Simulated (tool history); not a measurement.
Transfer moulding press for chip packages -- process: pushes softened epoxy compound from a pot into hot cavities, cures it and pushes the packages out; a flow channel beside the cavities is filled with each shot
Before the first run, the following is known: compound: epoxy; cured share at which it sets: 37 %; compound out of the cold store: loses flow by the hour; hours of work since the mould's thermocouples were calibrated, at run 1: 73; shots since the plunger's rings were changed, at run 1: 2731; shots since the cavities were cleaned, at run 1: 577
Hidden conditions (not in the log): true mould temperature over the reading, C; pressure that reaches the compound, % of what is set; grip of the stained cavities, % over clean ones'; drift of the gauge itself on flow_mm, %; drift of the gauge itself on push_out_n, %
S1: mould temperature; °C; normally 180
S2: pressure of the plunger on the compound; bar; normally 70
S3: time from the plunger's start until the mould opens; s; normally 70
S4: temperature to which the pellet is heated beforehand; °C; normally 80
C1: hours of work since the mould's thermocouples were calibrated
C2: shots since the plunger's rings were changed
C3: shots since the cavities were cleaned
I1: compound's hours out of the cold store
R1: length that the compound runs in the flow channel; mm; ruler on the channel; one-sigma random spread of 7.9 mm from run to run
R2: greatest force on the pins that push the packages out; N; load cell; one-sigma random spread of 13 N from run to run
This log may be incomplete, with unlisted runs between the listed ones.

Run 1, hour 0: usual settings; C1 73; C2 2731; C3 577; I1 20.3. Result: R1 871 mm, R2 788 N.
Run 2, hour 6.6: usual settings; C1 77; C2 2810; C3 656; I1 24. Result: R1 848 mm, R2 831 N.
Run 3, hour 18.5: usual settings; C1 83; C2 2951; C3 797; I1 45.3. Result: R1 802 mm, R2 847 N.
Run 4, hour 24.8: usual settings but S3 78 s; C1 86; C2 3026; C3 872; I1 46.1. Result: R1 801 mm, R2 698 N.
Run 5, hour 36.8: usual settings but S3 78 s; C1 92; C2 3169; C3 1015; I1 9.9. Result: R1 892 mm, R2 736 N.
At hour 41.7: cavities cleaned with cleaning compound and waxed.
Run 6, hour 49.7: usual settings but S3 78 s; C1 97; C2 3304; C3 95; I1 20.4. Result: R1 850 mm, R2 553 N.
Run 7, hour 55.4: usual settings but S1 187 °C; C1 100; C2 3371; C3 162; I1 38.7. Result: R1 804 mm, R2 520 N.
Run 8, hour 68.3: usual settings but S1 187 °C; C1 107; C2 3526; C3 317; I1 10.7. Result: R1 858 mm, R2 583 N.
Run 9, hour 80.7: usual settings but S1 187 °C; C1 113; C2 3673; C3 464; I1 46.9. Result: R1 782 mm, R2 597 N.
Run 10, hour 90.1: usual settings but S3 80 s; C1 118; C2 3785; C3 576; I1 38.3. Result: R1 814 mm, R2 656 N.
Run 11, hour 96.7: usual settings but S3 80 s; C1 121; C2 3863; C3 654; I1 25. Result: R1 846 mm, R2 666 N.
Run 12, hour 109.2: usual settings; C1 127; C2 4012; C3 803; I1 20. Result: R1 846 mm, R2 852 N.
Run 13, hour 122.2: usual settings; C1 134; C2 4167; C3 958; I1 39.5. Result: R1 804 mm, R2 807 N.
At hour 132: cavities cleaned with cleaning compound and waxed.
Run 14, hour 134.9: usual settings; C1 139; C2 4300; C3 35; I1 43.1. Result: R1 791 mm, R2 589 N.
Run 15, hour 145.1: usual settings but S1 173 °C; C1 144; C2 4420; C3 155; I1 19.1. Result: R1 885 mm, R2 1121 N.
Run 16, hour 157.5: usual settings but S1 177 °C, S2 59.7 bar, S3 57 s, S4 72 °C; C1 151; C2 4568; C3 303; I1 28.1. Result: R1 780 mm, R2 1373 N.
Run 17, hour 166.6: usual settings but S2 57.3 bar, S3 76 s, S4 77 °C; C1 155; C2 4677; C3 412; I1 24.8. Result: R1 759 mm, R2 664 N.
Run 18, hour 172.6: usual settings but S2 78.8 bar, S3 90 s, S4 70 °C; C1 158; C2 4748; C3 483; I1 26.3. Result: R1 880 mm, R2 592 N.
Run 19, hour 183.6: usual settings but S2 78.8 bar, S3 62 s, S4 76 °C; C1 164; C2 4879; C3 614; I1 10.1. Result: R1 927 mm, R2 1102 N.
Run 20, hour 196.5: usual settings but S1 187 °C, S2 52.6 bar, S3 56 s, S4 86 °C; C1 170; C2 5032; C3 767; I1 10.9. Result: R1 734 mm, R2 850 N.
Run 21, hour 204.2: usual settings but S1 185 °C, S2 55.3 bar, S3 51 s, S4 90 °C; C1 174; C2 5124; C3 859; I1 22.5. Result: R1 722 mm, R2 1172 N.
At hour 212.4: plunger's sealing rings changed.
Run 22, hour 219.3: usual settings but S1 185 °C, S2 71.1 bar, S3 51 s, S4 87 °C; C1 180; C2 82; C3 1009; I1 40.7. Result: R1 848 mm, R2 1177 N.
At hour 224.5: cavities cleaned with cleaning compound and waxed.
Run 23, hour 228.1: usual settings but S1 185 °C, S2 71.1 bar, S3 51 s, S4 87 °C; C1 184; C2 168; C3 42; I1 29. Result: R1 876 mm, R2 850 N.
Run 24, hour 239.1: usual settings but S1 178 °C, S2 72.2 bar, S3 69 s, S4 87 °C; C1 189; C2 299; C3 173; I1 15.9. Result: R1 922 mm, R2 797 N.
Run 25, hour 251.9: usual settings but S1 178 °C, S2 72.2 bar, S3 69 s, S4 87 °C; C1 196; C2 451; C3 325; I1 29.7. Result: R1 873 mm, R2 873 N.
Run 26, hour 260.3: usual settings but S1 187 °C, S2 63.9 bar, S3 101 s, S4 71 °C; C1 200; C2 552; C3 426; I1 18.2. Result: R1 835 mm, R2 549 N.
Run 27, hour 269.1: usual settings but S1 187 °C, S2 54.5 bar, S3 101 s, S4 71 °C; C1 205; C2 656; C3 530; I1 12.1. Result: R1 785 mm, R2 561 N.
Run 28, hour 282: usual settings but S1 187 °C, S2 54.5 bar, S3 101 s, S4 71 °C; C1 211; C2 809; C3 683; I1 14.4. Result: R1 783 mm, R2 599 N.
Run 29, hour 290.1: usual settings but S1 187 °C, S2 54.5 bar, S3 101 s, S4 71 °C; C1 215; C2 906; C3 780; I1 38. Result: R1 726 mm, R2 625 N.

Alternative continuations, all from the tool just after run 29; predict every row:
Run A, hour 302.3: usual settings but S1 187 °C, S2 67.9 bar, S3 101 s, S4 71 °C; C1 221; C2 1050; C3 924; I1 21.3. Result: R1 ?, R2 ?.
Run B, hour 302.3: usual settings but S1 181 °C, S2 55.1 bar, S4 78 °C; C1 221; C2 1050; C3 924; I1 9.4. Result: R1 ?, R2 ?.
Run C, hour 302.3: usual settings but S1 187 °C, S2 54.5 bar, S3 57 s, S4 71 °C; C1 221; C2 1050; C3 924; I1 39.2. Result: R1 ?, R2 ?.
Run D, hour 302.3: usual settings but S1 183 °C, S2 54.5 bar, S3 103 s, S4 89 °C; C1 221; C2 1050; C3 924; I1 21.6. Result: R1 ?, R2 ?.

run   R1   R2
  A  841  590
  B  796  802
  C  713  839
  D  769  616
With no hidden state in the tool, these same runs would have given:
run   R1   R2
  A  854  406
  B  809  557
  C  724  584
  D  781  425
